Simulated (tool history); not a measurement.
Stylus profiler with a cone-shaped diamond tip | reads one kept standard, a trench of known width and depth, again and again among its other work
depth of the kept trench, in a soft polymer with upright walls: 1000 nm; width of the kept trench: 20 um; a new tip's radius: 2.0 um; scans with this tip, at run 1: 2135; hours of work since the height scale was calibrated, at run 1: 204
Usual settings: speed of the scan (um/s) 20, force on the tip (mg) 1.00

run	hour	speed of the scan (um/s)	force on the tip (mg)	scans with this tip	hours of work since the height scale was calibrated	depth of the trench (Å)	width of the trench's floor (um)
1	0.0	20	1.00	2135	204	10045.8	16.28
2	32.1	45	1.00	2317	221	10046.4	16.15
3	54.0	45	1.00	2442	233	10044.2	16.15
4	77.7	45	1.00	2577	246	10046.7	16.19
5	94.9	45	1.00	2675	256	10047.6	16.14
6	115.9	45	1.00	2795	267	10046.0	16.07
7	131.6	20	1.00	2884	276	10044.7	16.24
8	164.9	28	1.00	3074	294	10039.0	16.11
9	179.7	28	1.00	3158	302	10043.2	16.18
# hour 181.8: height scale calibrated on a step standard
10	209.8	28	1.00	3326	15	10036.0	16.12
11	232.2	28	1.00	3454	27	10038.3	16.14
12	267.0	31	1.00	3652	46	10041.8	16.08
13	289.2	31	1.00	3778	58	10035.4	16.11
# hour 296.7: height scale calibrated on a step standard, once more
14	323.2	6	0.56	3969	14	10038.9	16.12
15	340.9	6	0.56	4070	24	10039.4	16.08
16	369.3	6	0.56	4231	39	10037.6	16.14
17	387.3	33	0.69	4334	49	10044.3	15.99
18	418.2	14	2.92	4510	66	10114.4	16.15
19	438.6	14	2.92	4626	77	10112.9	16.07
20	473.3	21	0.42	4824	96	10032.6	15.95
21	497.5	12	2.01	4961	109	10090.7	16.12
22	523.8	44	1.44	5111	124	10070.0	15.94
23	555.2	6	0.66	5290	141	10042.6	16.07
24	588.4	6	0.66	5479	159	10039.9	16.03
25	624.1	47	0.48	5682	178	10027.2	15.76

4 ways to go on from here, each from the tool as it stands after run 25. What would each give?
A	643.1	25	1.87	5790	188	?	?
B	643.1	47	0.89	5790	188	?	?
C	643.1	9	2.04	5790	188	?	?
D	643.1	47	0.58	5790	188	?	?

run	depth of the trench (Å)	width of the trench's floor (um)
A	10078.8	15.94
B	10046.9	15.83
C	10083.3	16.01
D	10031.7	15.77
Without the tool's hidden state the same runs would have given:
run	depth of the trench (Å)	width of the trench's floor (um)
A	10083.9	16.44
B	10051.9	16.33
C	10088.4	16.51
D	10036.7	16.27

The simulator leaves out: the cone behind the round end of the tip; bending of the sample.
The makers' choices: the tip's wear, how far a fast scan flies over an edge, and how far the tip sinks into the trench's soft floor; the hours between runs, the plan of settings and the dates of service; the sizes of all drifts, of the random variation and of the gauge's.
